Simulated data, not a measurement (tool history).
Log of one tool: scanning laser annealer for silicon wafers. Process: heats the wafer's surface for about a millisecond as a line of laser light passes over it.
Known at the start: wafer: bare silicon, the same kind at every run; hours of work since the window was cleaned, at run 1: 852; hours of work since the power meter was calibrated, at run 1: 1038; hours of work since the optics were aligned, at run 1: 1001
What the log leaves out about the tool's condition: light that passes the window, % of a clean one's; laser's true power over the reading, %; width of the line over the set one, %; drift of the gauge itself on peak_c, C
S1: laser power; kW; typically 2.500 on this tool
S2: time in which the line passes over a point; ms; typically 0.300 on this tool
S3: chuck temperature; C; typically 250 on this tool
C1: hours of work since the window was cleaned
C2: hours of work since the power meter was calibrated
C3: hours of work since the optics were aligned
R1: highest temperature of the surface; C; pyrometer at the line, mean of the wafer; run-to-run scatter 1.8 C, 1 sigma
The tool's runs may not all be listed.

run 1 day=0.000 | S1=2.500 S2=0.300 S3=250 | C1=852 C2=1038 C3=1001 | R1=982
-- day=2.171 optics aligned, line set to its width
run 2 day=2.171 | S1=2.500 S2=0.300 S3=250 | C1=874 C2=1061 C3=0 | R1=988
-- day=4.250 window over the wafer cleaned
run 3 day=4.671 | S1=2.500 S2=0.300 S3=246 | C1=5 C2=1089 C3=28 | R1=1010
run 4 day=7.838 | S1=2.500 S2=0.300 S3=288 | C1=41 C2=1125 C3=64 | R1=1053
run 5 day=10.133 | S1=2.500 S2=0.300 S3=288 | C1=68 C2=1152 C3=91 | R1=1055
run 6 day=12.767 | S1=2.500 S2=0.300 S3=288 | C1=98 C2=1182 C3=121 | R1=1049
run 7 day=15.650 | S1=2.500 S2=0.303 S3=288 | C1=131 C2=1215 C3=154 | R1=1052
run 8 day=18.679 | S1=2.500 S2=0.303 S3=288 | C1=166 C2=1250 C3=189 | R1=1049
run 9 day=21.175 | S1=2.500 S2=0.300 S3=220 | C1=195 C2=1279 C3=218 | R1=978
run 10 day=22.850 | S1=2.500 S2=0.300 S3=250 | C1=214 C2=1298 C3=237 | R1=1009
run 11 day=24.546 | S1=2.500 S2=0.300 S3=250 | C1=234 C2=1317 C3=257 | R1=1005
run 12 day=26.521 | S1=2.500 S2=0.300 S3=250 | C1=256 C2=1340 C3=279 | R1=1008
run 13 day=28.750 | S1=2.500 S2=0.300 S3=250 | C1=282 C2=1366 C3=305 | R1=1003
run 14 day=31.550 | S1=2.500 S2=0.300 S3=250 | C1=314 C2=1398 C3=337 | R1=1005
run 15 day=34.146 | S1=2.500 S2=0.300 S3=250 | C1=344 C2=1428 C3=367 | R1=999
run 16 day=36.329 | S1=2.500 S2=0.300 S3=250 | C1=369 C2=1453 C3=392 | R1=1003
run 17 day=38.154 | S1=2.500 S2=0.300 S3=250 | C1=390 C2=1474 C3=413 | R1=1004
run 18 day=41.488 | S1=2.500 S2=0.310 S3=250 | C1=429 C2=1512 C3=452 | R1=1012
-- day=41.929 laser's power meter calibrated
run 19 day=44.504 | S1=2.500 S2=0.300 S3=250 | C1=462 C2=30 C3=485 | R1=1004
run 20 day=46.662 | S1=2.500 S2=0.300 S3=250 | C1=487 C2=55 C3=510 | R1=999
run 21 day=48.425 | S1=2.500 S2=0.269 S3=250 | C1=507 C2=75 C3=530 | R1=955
run 22 day=51.292 | S1=2.475 S2=0.340 S3=224 | C1=540 C2=108 C3=563 | R1=1017
-- day=54.246 laser's power meter calibrated, once more
run 23 day=54.338 | S1=2.636 S2=0.257 S3=263 | C1=574 C2=1 C3=597 | R1=989
run 24 day=57.375 | S1=2.500 S2=0.232 S3=217 | C1=609 C2=36 C3=632 | R1=864
run 25 day=58.742 | S1=2.353 S2=0.215 S3=216 | C1=624 C2=52 C3=647 | R1=798
run 26 day=61.617 | S1=2.679 S2=0.346 S3=239 | C1=658 C2=85 C3=680 | R1=1104
run 27 day=63.546 | S1=2.506 S2=0.259 S3=258 | C1=680 C2=107 C3=703 | R1=949
run 28 day=65.312 | S1=2.223 S2=0.353 S3=231 | C1=700 C2=127 C3=723 | R1=940
run 29 day=66.804 | S1=2.223 S2=0.353 S3=231 | C1=717 C2=145 C3=740 | R1=943
run 30 day=69.025 | S1=2.223 S2=0.353 S3=231 | C1=743 C2=170 C3=766 | R1=943
run 31 day=70.529 | S1=2.271 S2=0.324 S3=250 | C1=760 C2=187 C3=783 | R1=943
run 32 day=73.312 | S1=2.415 S2=0.301 S3=236 | C1=792 C2=220 C3=815 | R1=944
run 33 day=76.650 | S1=2.634 S2=0.334 S3=250 | C1=831 C2=258 C3=854 | R1=1078
run 34 day=78.367 | S1=2.375 S2=0.300 S3=279 | C1=850 C2=278 C3=873 | R1=975
run 35 day=81.242 | S1=2.536 S2=0.369 S3=279 | C1=883 C2=311 C3=906 | R1=1115
-- day=82.675 window over the wafer cleaned
run 36 day=83.275 | S1=2.500 S2=0.289 S3=272 | C1=7 C2=333 C3=929 | R1=1019
run 37 day=86.521 | S1=2.466 S2=0.300 S3=250 | C1=44 C2=371 C3=966 | R1=1000
run 38 day=89.038 | S1=2.466 S2=0.300 S3=250 | C1=73 C2=400 C3=995 | R1=995
-- day=91.725 optics aligned, line set to its width
run 39 day=92.125 | S1=2.466 S2=0.300 S3=250 | C1=106 C2=433 C3=5 | R1=1002
run 40 day=93.642 | S1=2.500 S2=0.300 S3=289 | C1=124 C2=450 C3=22 | R1=1051

Had the tool no unlogged condition, and each run kept its random variation, what would the results have been?
run=1 R1=1018
run=2 R1=1019
run=3 R1=1013
run=4 R1=1057
run=5 R1=1060
run=6 R1=1056
run=7 R1=1059
run=8 R1=1058
run=9 R1=988
run=10 R1=1020
run=11 R1=1016
run=12 R1=1020
run=13 R1=1016
run=14 R1=1019
run=15 R1=1014
run=16 R1=1019
run=17 R1=1021
run=18 R1=1030
run=19 R1=1024
run=20 R1=1020
run=21 R1=975
run=22 R1=1040
run=23 R1=1010
run=24 R1=884
run=25 R1=816
run=26 R1=1133
run=27 R1=972
run=28 R1=966
run=29 R1=968
run=30 R1=969
run=31 R1=969
run=32 R1=973
run=33 R1=1113
run=34 R1=1004
run=35 R1=1152
run=36 R1=1026
run=37 R1=1009
run=38 R1=1005
run=39 R1=1009
run=40 R1=1059
